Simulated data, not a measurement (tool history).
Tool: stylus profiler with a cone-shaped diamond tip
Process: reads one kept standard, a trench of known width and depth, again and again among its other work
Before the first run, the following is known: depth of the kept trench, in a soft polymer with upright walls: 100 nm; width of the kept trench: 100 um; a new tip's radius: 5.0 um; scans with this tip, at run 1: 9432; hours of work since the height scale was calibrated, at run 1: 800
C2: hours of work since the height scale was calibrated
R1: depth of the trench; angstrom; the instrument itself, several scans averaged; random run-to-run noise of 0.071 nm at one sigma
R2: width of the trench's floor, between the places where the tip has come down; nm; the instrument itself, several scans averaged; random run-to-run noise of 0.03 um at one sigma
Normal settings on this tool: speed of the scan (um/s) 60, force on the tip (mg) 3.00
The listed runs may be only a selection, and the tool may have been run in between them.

Run 1, hour 0.0: usual settings; scans with this tip 9432; C2 800. Result: R1 1020.6 angstrom, R2 96940 nm.
Run 2, hour 32.4: usual settings; scans with this tip 9623; C2 816. Result: R1 1019.7 angstrom, R2 96980 nm.
Run 3, hour 63.8: usual settings but force on the tip (mg) 2.98; scans with this tip 9809; C2 832. Result: R1 1018.2 angstrom, R2 96930 nm.
Run 4, hour 88.9: usual settings but speed of the scan (um/s) 86, force on the tip (mg) 2.98; scans with this tip 9957; C2 845. Result: R1 1019.9 angstrom, R2 96750 nm.
Run 5, hour 124.9: usual settings; scans with this tip 10171; C2 863. Result: R1 1020.7 angstrom, R2 96900 nm.
Run 6, hour 158.6: usual settings; scans with this tip 10369; C2 880. Result: R1 1019.7 angstrom, R2 96890 nm.
Run 7, hour 198.4: usual settings; scans with this tip 10604; C2 899. Result: R1 1019.9 angstrom, R2 96870 nm.
Run 8, hour 228.5: usual settings; scans with this tip 10782; C2 915. Result: R1 1020.6 angstrom, R2 96920 nm.
Run 9, hour 258.7: usual settings but force on the tip (mg) 1.36; scans with this tip 10961; C2 930. Result: R1 1014.8 angstrom, R2 96680 nm.
Run 10, hour 304.0: usual settings but force on the tip (mg) 1.36; scans with this tip 11229; C2 952. Result: R1 1013.7 angstrom, R2 96680 nm.
Run 11, hour 342.6: usual settings; scans with this tip 11457; C2 972. Result: R1 1020.2 angstrom, R2 96820 nm.
Run 12, hour 388.9: usual settings but speed of the scan (um/s) 30; scans with this tip 11730; C2 995. Result: R1 1021.1 angstrom, R2 96980 nm.
Run 13, hour 420.9: usual settings but speed of the scan (um/s) 30; scans with this tip 11919; C2 1011. Result: R1 1021.2 angstrom, R2 96980 nm.
Run 14, hour 465.1: usual settings but force on the tip (mg) 7.27; scans with this tip 12181; C2 1033. Result: R1 1034.0 angstrom, R2 97010 nm.
Run 15, hour 516.0: usual settings but force on the tip (mg) 7.27; scans with this tip 12481; C2 1059. Result: R1 1033.3 angstrom, R2 96930 nm.
Run 16, hour 538.3: usual settings but force on the tip (mg) 7.27; scans with this tip 12613; C2 1070. Result: R1 1034.4 angstrom, R2 96850 nm.
Run 17, hour 587.2: usual settings but force on the tip (mg) 6.38; scans with this tip 12902; C2 1094. Result: R1 1032.8 angstrom, R2 96860 nm.
Run 18, hour 639.9: usual settings but force on the tip (mg) 7.22; scans with this tip 13214; C2 1121. Result: R1 1034.4 angstrom, R2 96880 nm.
Run 19, hour 663.0: usual settings; scans with this tip 13350; C2 1132. Result: R1 1021.4 angstrom, R2 96750 nm.
Run 20, hour 688.6: usual settings but speed of the scan (um/s) 52; scans with this tip 13501; C2 1145. Result: R1 1021.3 angstrom, R2 96730 nm.
Run 21, hour 727.3: usual settings but speed of the scan (um/s) 52; scans with this tip 13730; C2 1165. Result: R1 1021.4 angstrom, R2 96720 nm.
Run 22, hour 775.0: usual settings but speed of the scan (um/s) 52; scans with this tip 14012; C2 1189. Result: R1 1021.0 angstrom, R2 96700 nm.
Run 23, hour 807.6: usual settings but speed of the scan (um/s) 52; scans with this tip 14204; C2 1205. Result: R1 1021.7 angstrom, R2 96750 nm.
Run 24, hour 847.7: usual settings but speed of the scan (um/s) 52, force on the tip (mg) 1.21; scans with this tip 14441; C2 1225. Result: R1 1014.9 angstrom, R2 96540 nm.
Run 25, hour 874.5: usual settings but speed of the scan (um/s) 100, force on the tip (mg) 3.93; scans with this tip 14600; C2 1238. Result: R1 1024.0 angstrom, R2 96520 nm.
At hour 903.5: height scale calibrated on a step standard.
Run 26, hour 916.9: usual settings but speed of the scan (um/s) 30, force on the tip (mg) 7.40; scans with this tip 14848; C2 7. Result: R1 1031.8 angstrom, R2 96920 nm.
Run 27, hour 948.4: usual settings but speed of the scan (um/s) 45, force on the tip (mg) 2.15; scans with this tip 15034; C2 23. Result: R1 1013.1 angstrom, R2 96690 nm.
Run 28, hour 984.1: usual settings but speed of the scan (um/s) 50, force on the tip (mg) 1.53; scans with this tip 15245; C2 40. Result: R1 1011.9 angstrom, R2 96490 nm.
Run 29, hour 1011.8: usual settings but speed of the scan (um/s) 240, force on the tip (mg) 2.30; scans with this tip 15409; C2 54. Result: R1 1015.1 angstrom, R2 95330 nm.
Run 30, hour 1034.1: usual settings but speed of the scan (um/s) 230, force on the tip (mg) 1.55; scans with this tip 15540; C2 65. Result: R1 1012.0 angstrom, R2 95050 nm.
Run 31, hour 1073.8: usual settings but speed of the scan (um/s) 230, force on the tip (mg) 1.55; scans with this tip 15775; C2 85. Result: R1 1010.9 angstrom, R2 95030 nm.
Run 32, hour 1107.5: usual settings but speed of the scan (um/s) 230, force on the tip (mg) 1.55; scans with this tip 15974; C2 102. Result: R1 1010.7 angstrom, R2 95070 nm.
Run 33, hour 1150.2: usual settings but speed of the scan (um/s) 230, force on the tip (mg) 1.55; scans with this tip 16226; C2 124. Result: R1 1011.6 angstrom, R2 95010 nm.
Run 34, hour 1193.6: usual settings but speed of the scan (um/s) 230, force on the tip (mg) 1.55; scans with this tip 16483; C2 145. Result: R1 1012.5 angstrom, R2 95040 nm.
Run 35, hour 1231.5: usual settings but speed of the scan (um/s) 24, force on the tip (mg) 8.53; scans with this tip 16707; C2 164. Result: R1 1035.5 angstrom, R2 96800 nm.
Run 36, hour 1253.7: usual settings but speed of the scan (um/s) 53, force on the tip (mg) 1.68; scans with this tip 16838; C2 176. Result: R1 1011.7 angstrom, R2 96530 nm.
Run 37, hour 1286.8: usual settings but speed of the scan (um/s) 19, force on the tip (mg) 4.22; scans with this tip 17034; C2 192. Result: R1 1022.6 angstrom, R2 96780 nm.
Run 38, hour 1337.4: usual settings but speed of the scan (um/s) 19, force on the tip (mg) 4.22; scans with this tip 17332; C2 217. Result: R1 1022.9 angstrom, R2 96760 nm.
Run 39, hour 1365.3: usual settings but speed of the scan (um/s) 225, force on the tip (mg) 1.62; scans with this tip 17497; C2 231. Result: R1 1012.6 angstrom, R2 95010 nm.
Run 40, hour 1398.2: usual settings but speed of the scan (um/s) 97, force on the tip (mg) 1.38; scans with this tip 17692; C2 248. Result: R1 1011.7 angstrom, R2 96040 nm.
Run 41, hour 1420.9: usual settings but speed of the scan (um/s) 97, force on the tip (mg) 1.12; scans with this tip 17826; C2 259. Result: R1 1010.1 angstrom, R2 95920 nm.

Consider 3 possible next runs. They are alternatives, not a sequence: every one starts from the tool as it was left by run 41. What does each give?
Run A, hour 1448.5: usual settings but speed of the scan (um/s) 97, force on the tip (mg) 1.45; scans with this tip 17989; C2 273. Result: R1 ?, R2 ?.
Run B, hour 1448.5: usual settings but speed of the scan (um/s) 58, force on the tip (mg) 3.98; scans with this tip 17989; C2 273. Result: R1 ?, R2 ?.
Run C, hour 1448.5: usual settings but speed of the scan (um/s) 58, force on the tip (mg) 8.28; scans with this tip 17989; C2 273. Result: R1 ?, R2 ?.

run      R1     R2
  A  1011.9  95990
  B  1022.7  96570
  C  1034.4  96590
Had the tool no hidden state, the same runs would have come out as:
run      R1     R2
  A  1010.5  97160
  B  1021.3  97740
  C  1033.0  97760
